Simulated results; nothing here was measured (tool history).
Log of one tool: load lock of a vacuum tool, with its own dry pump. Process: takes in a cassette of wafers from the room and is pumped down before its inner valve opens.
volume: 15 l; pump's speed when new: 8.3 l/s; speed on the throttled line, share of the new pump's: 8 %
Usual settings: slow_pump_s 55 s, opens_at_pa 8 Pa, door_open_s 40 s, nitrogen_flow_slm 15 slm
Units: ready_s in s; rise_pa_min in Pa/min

run	day	slow_pump_s	opens_at_pa	door_open_s	nitrogen_flow_slm	incoming humidity of the room's air, %	ready_s	rise_pa_min
1	0.000	55	8	40	15	44.6	71.7	0.259
2	13.346	55	8	40	22	44.9	71.4	0.265
3	21.596	55	8	40	22	44.7	71.5	0.281
# day 24.458: door's seal changed, seat wiped
4	38.075	55	8	40	22	45.4	72.0	0.043
5	52.721	55	8	40	15	44.6	72.0	0.057
6	62.617	55	8	40	15	46.1	72.4	0.055
7	75.158	55	8	40	15	45.3	72.4	0.058
8	90.092	32	8	40	15	44.4	51.4	0.075
9	106.150	32	8	40	15	49.9	52.0	0.078
10	116.438	32	8	40	15	43.0	52.3	0.086
11	124.462	32	8	40	15	46.9	52.0	0.096
12	136.267	55	8	40	15	46.3	72.4	0.107
13	146.133	55	8	40	15	45.9	72.0	0.112
14	158.817	55	8	40	15	45.6	73.4	0.130
15	173.721	55	8	40	15	48.8	73.1	0.146
16	189.808	55	8	40	15	43.8	72.9	0.155
17	208.175	55	10	40	15	44.1	72.0	0.176
# day 222.542: dry pump taken out, an overhauled one fitted
18	223.621	55	8	76	15	43.5	68.1	0.210
19	238.412	55	8	76	15	45.2	67.6	0.244
20	251.367	33	9	27	12	44.5	47.4	0.229
21	262.388	33	9	27	12	46.4	48.0	0.240
# day 270.679: door's seal changed, seat wiped
22	279.733	33	10	218	9	45.0	47.6	0.149
23	295.325	29	11	40	15	46.9	43.7	0.057
24	304.979	55	10	37	15	45.9	67.9	0.063
25	312.667	55	8	176	15	42.8	68.5	0.120
26	329.612	55	8	26	15	45.3	68.2	0.059
27	341.529	55	8	110	11	45.1	68.4	0.127
28	359.283	57	12	68	23	45.9	69.9	0.097
29	370.183	50	6	44	21	47.1	64.0	0.099

Forecast run 30:
30	377.908	50	6	44	21	44.9	?	?

{"run 30": {"ready_s": 64.4, "rise_pa_min": 0.096}}
Without the tool's hidden state the same run would have given ready_s 63.7 s, rise_pa_min 0.033 Pa/min.

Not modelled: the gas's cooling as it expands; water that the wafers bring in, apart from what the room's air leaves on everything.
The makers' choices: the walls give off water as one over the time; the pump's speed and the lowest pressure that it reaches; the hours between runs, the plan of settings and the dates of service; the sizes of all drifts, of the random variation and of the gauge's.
